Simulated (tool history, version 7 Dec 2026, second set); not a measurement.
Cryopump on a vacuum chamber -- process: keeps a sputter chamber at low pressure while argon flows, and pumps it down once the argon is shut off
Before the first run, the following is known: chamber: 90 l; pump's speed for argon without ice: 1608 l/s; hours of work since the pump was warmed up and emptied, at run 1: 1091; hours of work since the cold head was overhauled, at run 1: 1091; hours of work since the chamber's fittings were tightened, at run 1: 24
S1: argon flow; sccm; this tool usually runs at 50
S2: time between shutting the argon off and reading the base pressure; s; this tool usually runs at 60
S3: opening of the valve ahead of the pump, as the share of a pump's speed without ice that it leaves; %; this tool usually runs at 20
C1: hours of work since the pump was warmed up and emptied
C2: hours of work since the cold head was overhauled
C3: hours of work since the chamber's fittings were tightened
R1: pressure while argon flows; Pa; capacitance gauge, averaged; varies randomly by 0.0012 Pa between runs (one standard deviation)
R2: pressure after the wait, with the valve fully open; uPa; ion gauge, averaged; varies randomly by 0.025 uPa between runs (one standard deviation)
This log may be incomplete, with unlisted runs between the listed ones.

Run 1, day 0.000: usual settings; C1 1091; C2 1091; C3 24. Result: R1 0.2839 Pa, R2 1.08 uPa.
Run 2, day 1.683: usual settings; C1 1111; C2 1111; C3 43. Result: R1 0.2848 Pa, R2 1.13 uPa.
At day 3.567: pump warmed up, emptied and cooled again.
Run 3, day 5.004: usual settings; C1 16; C2 1146; C3 79. Result: R1 0.2630 Pa, R2 1.11 uPa.
Run 4, day 6.762: usual settings; C1 37; C2 1167; C3 99. Result: R1 0.2643 Pa, R2 1.06 uPa.
Run 5, day 8.158: usual settings; C1 53; C2 1183; C3 115. Result: R1 0.2637 Pa, R2 1.09 uPa.
Run 6, day 10.171: usual settings; C1 76; C2 1206; C3 138. Result: R1 0.2630 Pa, R2 1.10 uPa.
Run 7, day 13.133: usual settings; C1 110; C2 1240; C3 172. Result: R1 0.2663 Pa, R2 1.10 uPa.
Run 8, day 15.167: usual settings; C1 133; C2 1263; C3 195. Result: R1 0.2666 Pa, R2 1.19 uPa.
Run 9, day 17.225: usual settings; C1 157; C2 1287; C3 219. Result: R1 0.2664 Pa, R2 1.13 uPa.
Run 10, day 18.700: usual settings; C1 173; C2 1303; C3 236. Result: R1 0.2656 Pa, R2 1.14 uPa.
Run 11, day 20.267: usual settings; C1 191; C2 1321; C3 254. Result: R1 0.2651 Pa, R2 1.17 uPa.
Run 12, day 22.517: usual settings; C1 217; C2 1347; C3 280. Result: R1 0.2662 Pa, R2 1.16 uPa.
Run 13, day 24.871: usual settings but S3 19 %; C1 244; C2 1374; C3 307. Result: R1 0.2825 Pa, R2 1.18 uPa.
Run 14, day 26.258: usual settings but S2 21 s; C1 260; C2 1390; C3 322. Result: R1 0.2698 Pa, R2 2.71 uPa.
Run 15, day 29.238: usual settings but S1 83 sccm, S2 21 s; C1 294; C2 1424; C3 357. Result: R1 0.4468 Pa, R2 2.76 uPa.
Run 16, day 31.942: usual settings but S3 31 %; C1 325; C2 1455; C3 388. Result: R1 0.1772 Pa, R2 1.21 uPa.
Run 17, day 34.654: usual settings but S3 21 %; C1 356; C2 1486; C3 419. Result: R1 0.2583 Pa, R2 1.20 uPa.
Run 18, day 37.062: usual settings but S1 48 sccm, S2 95 s, S3 56 %; C1 384; C2 1514; C3 446. Result: R1 0.0976 Pa, R2 0.93 uPa.
Run 19, day 38.325: usual settings but S1 26 sccm, S3 56 %; C1 398; C2 1528; C3 461. Result: R1 0.0536 Pa, R2 1.23 uPa.
Run 20, day 39.583: usual settings but S1 26 sccm, S3 56 %; C1 413; C2 1543; C3 475. Result: R1 0.0523 Pa, R2 1.29 uPa.
Run 21, day 41.417: usual settings but S1 85 sccm, S2 147 s, S3 30 %; C1 434; C2 1564; C3 496. Result: R1 0.3127 Pa, R2 0.78 uPa.
Run 22, day 44.108: usual settings but S1 85 sccm, S2 147 s, S3 30 %; C1 465; C2 1595; C3 527. Result: R1 0.3116 Pa, R2 0.81 uPa.
Run 23, day 47.075: usual settings but S1 85 sccm, S2 147 s, S3 30 %; C1 499; C2 1629; C3 561. Result: R1 0.3140 Pa, R2 0.84 uPa.
Run 24, day 50.012: usual settings but S1 85 sccm, S2 147 s, S3 30 %; C1 532; C2 1662; C3 595. Result: R1 0.3155 Pa, R2 0.81 uPa.
Run 25, day 51.804: usual settings but S1 85 sccm, S2 147 s, S3 30 %; C1 553; C2 1683; C3 615. Result: R1 0.3161 Pa, R2 0.79 uPa.
Run 26, day 53.767: usual settings but S1 85 sccm, S2 147 s, S3 30 %; C1 575; C2 1705; C3 638. Result: R1 0.3167 Pa, R2 0.85 uPa.
Run 27, day 55.988: usual settings but S1 85 sccm, S2 147 s, S3 30 %; C1 601; C2 1731; C3 663. Result: R1 0.3164 Pa, R2 0.87 uPa.
Run 28, day 58.900: usual settings but S1 85 sccm, S2 147 s, S3 30 %; C1 634; C2 1764; C3 697. Result: R1 0.3200 Pa, R2 0.91 uPa.
Run 29, day 61.521: usual settings but S1 25 sccm, S2 210 s, S3 16 %; C1 664; C2 1794; C3 727. Result: R1 0.1695 Pa, R2 0.78 uPa.
Run 30, day 63.404: usual settings but S1 65 sccm, S2 38 s, S3 43 %; C1 686; C2 1816; C3 748. Result: R1 0.1770 Pa, R2 1.86 uPa.
Run 31, day 64.846: usual settings but S1 89 sccm, S2 142 s, S3 57 %; C1 702; C2 1832; C3 765. Result: R1 0.1876 Pa, R2 0.92 uPa.
Run 32, day 66.683: usual settings but S1 70 sccm, S2 278 s, S3 15 %; C1 723; C2 1853; C3 786. Result: R1 0.5102 Pa, R2 0.77 uPa.
Run 33, day 68.188: usual settings but S1 68 sccm; C1 741; C2 1871; C3 803. Result: R1 0.3759 Pa, R2 1.46 uPa.
Run 34, day 71.133: usual settings but S1 22 sccm, S2 182 s; C1 774; C2 1904; C3 837. Result: R1 0.1230 Pa, R2 0.92 uPa.

Pick out some run-to-run changes in R1. Of each, how much would a tool without hidden state show as well, from the settings, what came in and chance, and how much is left for the hidden state and any gauge scatter not in both results compared?
Hidden conditions of the tool in this case: pump's speed, % of a pump's without ice; cold plate's temperature, K; leak into the chamber, uPa l/s; drift of the gauge itself on working_pa, %; drift of the gauge itself on base_upa, %.
Run 2 -> 3: pump warmed up, emptied and cooled again. R1 -0.0218 Pa: hidden state -0.0218, all else +0.0000.
Run 15 -> 16: S1 83 -> 50, S2 21 -> 60, S3 20 -> 31. R1 -0.2696 Pa: hidden state -0.0032, all else -0.2664.
Run 20 -> 21: S1 26 -> 85, S2 60 -> 147, S3 56 -> 30. R1 +0.2604 Pa: hidden state +0.0100, all else +0.2504.
Run 28 -> 29: S1 85 -> 25, S2 147 -> 210, S3 30 -> 16. R1 -0.1505 Pa: hidden state -0.0145, all else -0.1360.
Run 31 -> 32: S1 89 -> 70, S2 142 -> 278, S3 57 -> 15. R1 +0.3226 Pa: hidden state -0.0046, all else +0.3272.
Run 33 -> 34: S1 68 -> 22, S2 60 -> 182. R1 -0.2529 Pa: hidden state -0.0130, all else -0.2399.
